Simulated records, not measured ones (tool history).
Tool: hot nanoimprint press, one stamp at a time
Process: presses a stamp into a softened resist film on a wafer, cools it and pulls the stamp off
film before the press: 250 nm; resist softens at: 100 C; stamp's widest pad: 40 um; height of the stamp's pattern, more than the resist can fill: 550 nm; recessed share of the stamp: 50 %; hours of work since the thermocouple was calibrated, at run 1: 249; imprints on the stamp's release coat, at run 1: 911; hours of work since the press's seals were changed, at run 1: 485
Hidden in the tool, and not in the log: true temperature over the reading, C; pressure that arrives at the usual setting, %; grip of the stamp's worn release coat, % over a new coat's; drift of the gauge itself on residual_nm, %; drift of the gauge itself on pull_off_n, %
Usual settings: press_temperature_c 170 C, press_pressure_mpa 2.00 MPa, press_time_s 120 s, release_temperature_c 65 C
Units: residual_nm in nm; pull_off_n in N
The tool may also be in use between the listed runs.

run,hour,press_temperature_c,press_pressure_mpa,press_time_s,release_temperature_c,hours of work since the thermocouple was calibrated,imprints on the stamp's release coat,hours of work since the press's seals were changed,residual_nm,pull_off_n
1,0.0,170,2.00,120,65,249,911,485,136.7,112
2,29.3,170,2.00,120,65,264,996,499,135.7,112
3,64.2,170,2.00,120,65,281,1097,517,137.2,117
4,89.4,170,2.00,120,65,293,1170,529,137.6,114
5,104.8,170,2.00,120,65,301,1215,537,136.4,112
# hour 138.5: stamp cleaned and given a new release coat
6,140.7,170,2.00,120,65,316,6,551,136.5,116
7,165.6,170,2.00,97,65,328,79,564,145.2,111
8,199.8,170,2.00,120,65,345,178,581,135.8,114
9,227.8,170,2.00,120,65,359,259,594,136.9,114
10,246.7,170,2.00,120,65,368,314,604,136.7,114
11,282.8,170,2.00,120,63,386,418,622,136.4,113
12,318.1,170,2.00,120,63,403,521,639,136.0,118
13,347.6,177,1.96,120,56,418,606,654,104.2,135
14,369.0,170,2.24,120,66,429,668,664,129.0,113
15,398.9,175,1.30,115,62,443,755,679,138.9,121
16,425.4,158,1.30,69,62,456,832,692,227.7,117
17,453.0,158,1.30,69,62,470,912,706,228.2,124
18,475.4,158,1.30,69,62,481,977,717,228.1,123
19,509.2,158,1.30,69,62,498,1075,733,226.3,123
20,529.1,158,1.30,69,62,508,1132,743,226.2,122
21,565.2,177,1.30,91,72,525,1237,761,138.9,101
# hour 590.7: stamp cleaned and given a new release coat
# hour 605.6: plate thermocouple calibrated
22,609.1,161,1.67,89,67,2,45,778,201.1,109
23,627.0,170,1.77,82,58,11,97,787,158.3,125

Forecast each of these 4 alternatives for the next run:
A,657.7,163,1.66,176,65,26,186,802,?,?
B,657.7,180,1.77,126,63,26,186,802,?,?
C,657.7,169,1.77,82,55,26,186,802,?,?
D,657.7,178,1.88,120,65,26,186,802,?,?

run,residual_nm,pull_off_n
A,167.0,108
B,96.8,116
C,163.1,132
D,102.7,117
Without the tool's hidden state the same runs would have given:
run,residual_nm,pull_off_n
A,170.4,108
B,98.8,115
C,166.5,132
D,104.8,117

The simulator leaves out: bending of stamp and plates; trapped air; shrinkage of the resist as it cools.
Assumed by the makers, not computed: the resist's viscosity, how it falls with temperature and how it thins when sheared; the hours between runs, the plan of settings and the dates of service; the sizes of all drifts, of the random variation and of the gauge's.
